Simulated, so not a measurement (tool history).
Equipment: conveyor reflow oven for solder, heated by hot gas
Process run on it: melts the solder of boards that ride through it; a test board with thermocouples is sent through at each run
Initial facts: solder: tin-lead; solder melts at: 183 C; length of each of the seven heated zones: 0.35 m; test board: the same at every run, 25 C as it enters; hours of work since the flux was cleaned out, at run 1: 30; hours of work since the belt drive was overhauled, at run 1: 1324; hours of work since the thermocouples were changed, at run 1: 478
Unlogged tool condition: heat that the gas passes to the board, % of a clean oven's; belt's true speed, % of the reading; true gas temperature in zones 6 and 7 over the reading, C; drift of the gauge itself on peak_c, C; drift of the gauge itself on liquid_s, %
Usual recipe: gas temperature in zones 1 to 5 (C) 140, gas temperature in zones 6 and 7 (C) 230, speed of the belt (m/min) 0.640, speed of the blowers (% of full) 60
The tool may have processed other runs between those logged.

| run | day | gas temperature in zones 1 to 5 (C) | gas temperature in zones 6 and 7 (C) | speed of the belt (m/min) | speed of the blowers (% of full) | hours of work since the flux was cleaned out | hours of work since the belt drive was overhauled | hours of work since the thermocouples were changed | highest temperature of the board (C) | time above the solder's melting point (s) |
|---|---|---|---|---|---|---|---|---|---|---|
| 1 | 0.000 | 140 | 230 | 0.640 | 60 | 30 | 1324 | 478 | 206.1 | 39.5 |
| 2 | 3.050 | 140 | 230 | 0.640 | 60 | 84 | 1378 | 532 | 205.4 | 39.0 |
| 3 | 5.696 | 140 | 244 | 0.640 | 60 | 132 | 1426 | 580 | 216.2 | 49.3 |
|  | 7.029 | belt drive overhauled, speed set with a stopwatch |
| 4 | 8.917 | 140 | 230 | 0.640 | 60 | 187 | 34 | 635 | 203.5 | 36.4 |
| 5 | 10.333 | 140 | 230 | 0.640 | 60 | 212 | 59 | 660 | 203.5 | 36.1 |
|  | 13.196 | flux residue cleaned out of gas plates and filters |
| 6 | 13.850 | 144 | 233 | 0.671 | 57 | 12 | 119 | 720 | 205.0 | 36.9 |
| 7 | 15.929 | 140 | 230 | 0.557 | 58 | 49 | 156 | 757 | 208.3 | 49.0 |
| 8 | 18.271 | 152 | 238 | 0.557 | 58 | 91 | 198 | 799 | 217.4 | 62.0 |
| 9 | 21.250 | 134 | 232 | 0.640 | 58 | 145 | 251 | 852 | 203.5 | 33.9 |
| 10 | 23.433 | 134 | 232 | 0.640 | 58 | 184 | 291 | 892 | 203.0 | 33.4 |

Some steps in highest temperature of the board (C), run to run, broken into two amounts with sign: the step expected even without the hidden condition (settings, incoming material, random variation), and the rest, left for the hidden condition together with whatever gauge scatter is not in both the measured and the hidden-condition-free result:
Run 5 -> 6: gas temperature in zones 1 to 5 (C) 140 -> 144, gas temperature in zones 6 and 7 (C) 230 -> 233, speed of the belt (m/min) 0.640 -> 0.671, speed of the blowers (% of full) 60 -> 57, flux residue cleaned out of gas plates and filters. highest temperature of the board (C) +1.5: hidden state +1.3, all else +0.2.
Run 8 -> 9: gas temperature in zones 1 to 5 (C) 152 -> 134, gas temperature in zones 6 and 7 (C) 238 -> 232, speed of the belt (m/min) 0.557 -> 0.640. highest temperature of the board (C) -13.9: hidden state -0.5, all else -13.4.
